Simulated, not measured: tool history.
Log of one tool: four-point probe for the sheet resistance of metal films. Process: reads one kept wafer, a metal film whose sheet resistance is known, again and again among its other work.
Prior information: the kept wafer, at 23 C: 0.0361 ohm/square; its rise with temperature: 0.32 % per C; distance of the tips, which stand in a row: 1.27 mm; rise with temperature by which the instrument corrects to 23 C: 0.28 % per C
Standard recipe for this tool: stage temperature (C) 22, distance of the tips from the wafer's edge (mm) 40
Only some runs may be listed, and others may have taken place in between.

run,hour,stage temperature (C),distance of the tips from the wafer's edge (mm),sheet resistance as the instrument gives it (ohm/square)
1,0,22,40,0.0361
2,64.7,22,40,0.036102
3,139,22,40,0.036104
4,205.2,22,40,0.036116
5,243.1,22,40,0.036112
6,284.5,22,16,0.036207
7,315.4,22,40,0.036108
8,349.8,20,40,0.036068
9,399,22,40,0.036108
10,439.7,22,40,0.036108
11,475.4,22,40,0.036105
12,522.1,22,40,0.036112
13,593.6,22,40,0.036103
14,659.4,22,40,0.036113
15,703.7,25,4,0.037985
16,757.5,32,4,0.038084
17,790.9,30,24,0.036257
18,861,30,24,0.036264
19,907.4,19,5,0.037241
20,975.2,21,4,0.037926
21,1027.5,33,31,0.036287
22,1068.5,22,14,0.036245
# hour 1120.1: stage's thermometer calibrated
23,1143.3,22,10,0.03639
24,1177.5,22,10,0.036391
25,1233.5,25,49,0.036132
26,1301.5,29,4,0.038055

Alternative continuations, all from the tool just after run 26; predict every row:
A,1367.2,33,7,?
B,1367.2,32,5,?
C,1367.2,27,4,?
D,1367.2,30,10,?

run,sheet resistance as the instrument gives it (ohm/square)
A,0.036887
B,0.037459
C,0.038
D,0.036523
The same runs, with their run-to-run variation unchanged, on a tool lacking any hidden condition would have given:
run,sheet resistance as the instrument gives it (ohm/square)
A,0.036884
B,0.037455
C,0.037997
D,0.03652
